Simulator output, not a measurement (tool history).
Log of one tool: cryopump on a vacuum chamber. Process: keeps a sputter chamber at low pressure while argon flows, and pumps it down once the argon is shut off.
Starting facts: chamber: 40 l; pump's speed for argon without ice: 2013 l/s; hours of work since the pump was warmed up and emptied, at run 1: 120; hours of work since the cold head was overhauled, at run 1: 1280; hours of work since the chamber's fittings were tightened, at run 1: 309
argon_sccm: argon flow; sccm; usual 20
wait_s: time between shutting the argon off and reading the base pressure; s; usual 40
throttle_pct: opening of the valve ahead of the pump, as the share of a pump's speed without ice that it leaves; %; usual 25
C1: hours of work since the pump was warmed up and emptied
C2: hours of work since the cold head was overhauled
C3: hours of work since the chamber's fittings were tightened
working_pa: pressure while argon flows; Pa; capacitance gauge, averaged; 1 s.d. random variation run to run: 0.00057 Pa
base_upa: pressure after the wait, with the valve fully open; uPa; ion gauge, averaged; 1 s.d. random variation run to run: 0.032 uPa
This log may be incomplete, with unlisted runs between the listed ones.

run 1 hour=0 | argon_sccm=20 wait_s=40 throttle_pct=25 | C1=120 C2=1280 C3=309 | working_pa=0.0663 base_upa=1.78
run 2 hour=48.6 | argon_sccm=20 wait_s=40 throttle_pct=19 | C1=159 C2=1320 C3=349 | working_pa=0.0897 base_upa=1.81
run 3 hour=133.3 | argon_sccm=20 wait_s=40 throttle_pct=19 | C1=228 C2=1389 C3=418 | working_pa=0.0895 base_upa=1.81
run 4 hour=208.4 | argon_sccm=20 wait_s=40 throttle_pct=19 | C1=290 C2=1450 C3=479 | working_pa=0.0895 base_upa=1.82
run 5 hour=284.9 | argon_sccm=20 wait_s=40 throttle_pct=19 | C1=352 C2=1513 C3=542 | working_pa=0.0903 base_upa=1.83
run 6 hour=342.1 | argon_sccm=20 wait_s=40 throttle_pct=19 | C1=399 C2=1560 C3=588 | working_pa=0.0904 base_upa=1.83
run 7 hour=397.1 | argon_sccm=20 wait_s=40 throttle_pct=19 | C1=444 C2=1605 C3=633 | working_pa=0.0914 base_upa=1.89
run 8 hour=476.7 | argon_sccm=20 wait_s=40 throttle_pct=19 | C1=509 C2=1669 C3=698 | working_pa=0.0911 base_upa=1.82
run 9 hour=549.2 | argon_sccm=14 wait_s=40 throttle_pct=25 | C1=568 C2=1729 C3=757 | working_pa=0.049 base_upa=1.9
run 10 hour=599.8 | argon_sccm=14 wait_s=40 throttle_pct=25 | C1=609 C2=1770 C3=799 | working_pa=0.05 base_upa=1.87
run 11 hour=651.8 | argon_sccm=20 wait_s=40 throttle_pct=25 | C1=652 C2=1812 C3=841 | working_pa=0.0698 base_upa=1.87
run 12 hour=731.4 | argon_sccm=20 wait_s=40 throttle_pct=25 | C1=717 C2=1877 C3=906 | working_pa=0.0703 base_upa=1.92
run 13 hour=769.1 | argon_sccm=20 wait_s=40 throttle_pct=25 | C1=747 C2=1908 C3=937 | working_pa=0.0708 base_upa=1.91
run 14 hour=808 | argon_sccm=20 wait_s=40 throttle_pct=35 | C1=779 C2=1940 C3=968 | working_pa=0.0519 base_upa=1.96
run 15 hour=883.5 | argon_sccm=20 wait_s=40 throttle_pct=35 | C1=841 C2=2001 C3=1030 | working_pa=0.0529 base_upa=1.97
run 16 hour=963.4 | argon_sccm=20 wait_s=40 throttle_pct=39 | C1=906 C2=2067 C3=1095 | working_pa=0.0478 base_upa=2.02
run 17 hour=1031.5 | argon_sccm=20 wait_s=46 throttle_pct=25 | C1=961 C2=2122 C3=1151 | working_pa=0.0735 base_upa=1.81
run 18 hour=1122.4 | argon_sccm=20 wait_s=46 throttle_pct=25 | C1=1036 C2=2196 C3=1225 | working_pa=0.0725 base_upa=1.81
run 19 hour=1179.9 | argon_sccm=20 wait_s=50 throttle_pct=17 | C1=1083 C2=2243 C3=1272 | working_pa=0.1054 base_upa=1.72
run 20 hour=1240.4 | argon_sccm=20 wait_s=50 throttle_pct=17 | C1=1132 C2=2293 C3=1321 | working_pa=0.1054 base_upa=1.76
-- hour=1281.9 pump warmed up, emptied and cooled again
run 21 hour=1301 | argon_sccm=34 wait_s=36 throttle_pct=41 | C1=16 C2=2338 C3=1367 | working_pa=0.0702 base_upa=2.08
run 22 hour=1348 | argon_sccm=37 wait_s=68 throttle_pct=16 | C1=54 C2=2376 C3=1405 | working_pa=0.1969 base_upa=1.37
run 23 hour=1413.2 | argon_sccm=14 wait_s=40 throttle_pct=16 | C1=107 C2=2430 C3=1458 | working_pa=0.0737 base_upa=1.91
run 24 hour=1467.1 | argon_sccm=35 wait_s=266 throttle_pct=18 | C1=151 C2=2474 C3=1502 | working_pa=0.1657 base_upa=0.64
run 25 hour=1523.6 | argon_sccm=11 wait_s=47 throttle_pct=25 | C1=197 C2=2520 C3=1548 | working_pa=0.0392 base_upa=1.76
run 26 hour=1568 | argon_sccm=33 wait_s=47 throttle_pct=48 | C1=233 C2=2556 C3=1585 | working_pa=0.0599 base_upa=1.71
run 27 hour=1621.2 | argon_sccm=33 wait_s=47 throttle_pct=48 | C1=277 C2=2599 C3=1628 | working_pa=0.0601 base_upa=1.76
run 28 hour=1659.4 | argon_sccm=24 wait_s=46 throttle_pct=20 | C1=308 C2=2631 C3=1659 | working_pa=0.1021 base_upa=1.82
run 29 hour=1745.6 | argon_sccm=15 wait_s=40 throttle_pct=19 | C1=378 C2=2701 C3=1730 | working_pa=0.0686 base_upa=2.01
run 30 hour=1800.8 | argon_sccm=15 wait_s=40 throttle_pct=19 | C1=424 C2=2746 C3=1775 | working_pa=0.0697 base_upa=2.08
run 31 hour=1858.1 | argon_sccm=20 wait_s=40 throttle_pct=55 | C1=470 C2=2793 C3=1821 | working_pa=0.0332 base_upa=2.12
run 32 hour=1915 | argon_sccm=20 wait_s=76 throttle_pct=19 | C1=517 C2=2839 C3=1868 | working_pa=0.0912 base_upa=1.38
run 33 hour=1996.8 | argon_sccm=20 wait_s=76 throttle_pct=19 | C1=583 C2=2906 C3=1935 | working_pa=0.0914 base_upa=1.41
run 34 hour=2036.9 | argon_sccm=10 wait_s=76 throttle_pct=19 | C1=616 C2=2939 C3=1967 | working_pa=0.0471 base_upa=1.45
run 35 hour=2080.4 | argon_sccm=9 wait_s=110 throttle_pct=45 | C1=652 C2=2974 C3=2003 | working_pa=0.0184 base_upa=1.17

Forecast each of these 3 alternatives for the next run:
run A hour=2148.4 | argon_sccm=13 wait_s=40 throttle_pct=25 | C1=707 C2=3030 C3=2058 | working_pa=? base_upa=?
run B hour=2148.4 | argon_sccm=9 wait_s=25 throttle_pct=27 | C1=707 C2=3030 C3=2058 | working_pa=? base_upa=?
run C hour=2148.4 | argon_sccm=9 wait_s=27 throttle_pct=45 | C1=707 C2=3030 C3=2058 | working_pa=? base_upa=?

run=A working_pa=0.0458 base_upa=2.17
run=B working_pa=0.0294 base_upa=3.14
run=C working_pa=0.0188 base_upa=2.83
Take away the tool's hidden state, keep each run's random variation, and the runs would have read:
run=A working_pa=0.0432 base_upa=1.68
run=B working_pa=0.0275 base_upa=2.64
run=C working_pa=0.017 base_upa=2.35
